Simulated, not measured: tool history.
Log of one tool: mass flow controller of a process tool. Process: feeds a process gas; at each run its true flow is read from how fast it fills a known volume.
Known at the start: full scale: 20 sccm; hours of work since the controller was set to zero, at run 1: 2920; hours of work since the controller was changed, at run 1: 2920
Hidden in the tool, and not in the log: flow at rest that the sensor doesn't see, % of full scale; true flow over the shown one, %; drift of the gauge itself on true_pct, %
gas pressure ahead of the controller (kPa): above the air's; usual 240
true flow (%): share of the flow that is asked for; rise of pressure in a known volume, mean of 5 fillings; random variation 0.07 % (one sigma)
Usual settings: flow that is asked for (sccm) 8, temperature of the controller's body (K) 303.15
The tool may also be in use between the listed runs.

run     hour  flow that is asked for (sccm)  gas pressure ahead of the controller (kPa)  temperature of the controller's body (K)  hours of work since the controller was set to zero  hours of work since the controller was changed  true flow (%)
  1        0                              8                                         240                                    303.15                                                2920                                            2920         101.18
  2    385.2                              8                                         240                                    303.15                                                3037                                            3037         101.34
  3    733.3                              8                                         240                                    303.15                                                3142                                            3142         101.33
  4   1139.1                              8                                         240                                    303.15                                                3264                                            3264         101.59
  5   1565.5                              8                                         240                                    303.15                                                3393                                            3393         101.59
  6   2080.3                              8                                         240                                    311.15                                                3549                                            3549         102.71
  7   2471.4                              3                                         240                                    303.15                                                3667                                            3667         102.21
  8   2860.9                              3                                         240                                    303.15                                                3784                                            3784         102.29
  9   3188.8                              3                                         240                                    303.15                                                3883                                            3883         102.54
 10   3474.3                              8                                         240                                    303.15                                                3970                                            3970         102.06
 11   3938.8                              8                                         240                                    303.15                                                4110                                            4110         102.32
 12   4291.3                              2                                         240                                    303.15                                                4216                                            4216         103.65
 13   4801.4                              2                                         240                                    303.15                                                4371                                            4371         103.88
 14   5131.4                              8                                         240                                    303.15                                                4470                                            4470         102.55
      5419.8  -- controller's zero set anew
 15   5606.3                              8                                         240                                    310.15                                                  56                                            4613         103.78
 16   5924.4                              8                                         240                                    304.15                                                 152                                            4710         103.27
 17   6207.8                              8                                         240                                    304.15                                                 238                                            4795         103.24
 18   6657.5                              4                                         240                                    303.15                                                 374                                            4931         103.79
 19     6985                              4                                         270                                    303.15                                                 473                                            5030         103.73
 20   7308.7                              4                                         270                                    303.15                                                 570                                            5128         103.99
 21   7770.8                             17                                         240                                    303.15                                                 710                                            5267         104.25
      7932.6  -- controller exchanged for a calibrated one
 22   8059.4                             17                                         240                                    303.15                                                  38                                              38         100.09
      8143.1  -- controller's zero set anew, once more
 23   8311.3                              8                                         240                                    303.15                                                  51                                             114          98.84
 24   8613.4                              8                                         240                                    303.15                                                 142                                             205           98.9
 25   9028.5                              8                                         240                                    303.15                                                 267                                             331          98.93
 26   9518.7                              3                                         240                                    303.15                                                 415                                             479          98.49
 27   9927.2                              3                                         240                                    303.15                                                 539                                             602          98.58
 28  10237.6                              2                                         238                                    303.15                                                 633                                             696          98.69
 29  10694.5                              2                                         189                                    295.15                                                 771                                             834           98.3
 30  11083.4                              2                                         189                                    295.15                                                 888                                             951           98.4
 31  11300.5                             11                                         164                                    297.15                                                 954                                            1017          99.62
 32  11772.5                              7                                         164                                    297.15                                                1096                                            1160          99.27
 33  12181.5                              7                                         164                                    297.15                                                1220                                            1283          99.44
 34  12609.1                              3                                         160                                    297.15                                                1349                                            1412          99.35
 35    13070                              5                                         172                                    299.15                                                1488                                            1551           99.7
 36  13488.3                              8                                         172                                    310.15                                                1614                                            1678         101.38
 37  13716.4                              3                                         171                                    311.15                                                1683                                            1747         101.36
 38  13966.5                              8                                         161                                    311.15                                                1759                                            1822         101.69
 39  14357.9                             19                                         247                                    301.15                                                1877                                            1940          101.6
 40  14801.9                              5                                         176                                    303.15                                                2011                                            2074         100.64
 41  15265.8                              5                                         176                                    303.15                                                2151                                            2215         100.84
 42  15749.9                              3                                         243                                    303.15                                                2297                                            2361         100.75
 43  16023.3                             10                                         208                                    302.15                                                2380                                            2443         101.17
 44    16538                             10                                         208                                    302.15                                                2535                                            2599         101.36
 45  16965.9                              4                                         179                                    303.15                                                2665                                            2728         101.39
 46  17259.8                              4                                         187                                    305.15                                                2753                                            2817         101.81
 47  17568.2                              2                                         233                                    303.15                                                2847                                            2910         102.15

Forecast each of these 5 alternatives for the next run:
  A  17861.4                             14                                         166                                    303.15                                                2935                                            2999              ?
  B  17861.4                              2                                         233                                    313.15                                                2935                                            2999              ?
  C  17861.4                              3                                         208                                    312.15                                                2935                                            2999              ?
  D  17861.4                              4                                         157                                    303.15                                                2935                                            2999              ?
  E  17861.4                             14                                         233                                    303.15                                                2935                                            2999              ?

run  true flow (%)
  A         102.42
  B         103.45
  C         102.79
  D         101.67
  E         102.12
Without the tool's hidden state the same runs would have given:
run  true flow (%)
  A           99.8
  B          98.93
  C          99.01
  D          98.26
  E           99.5
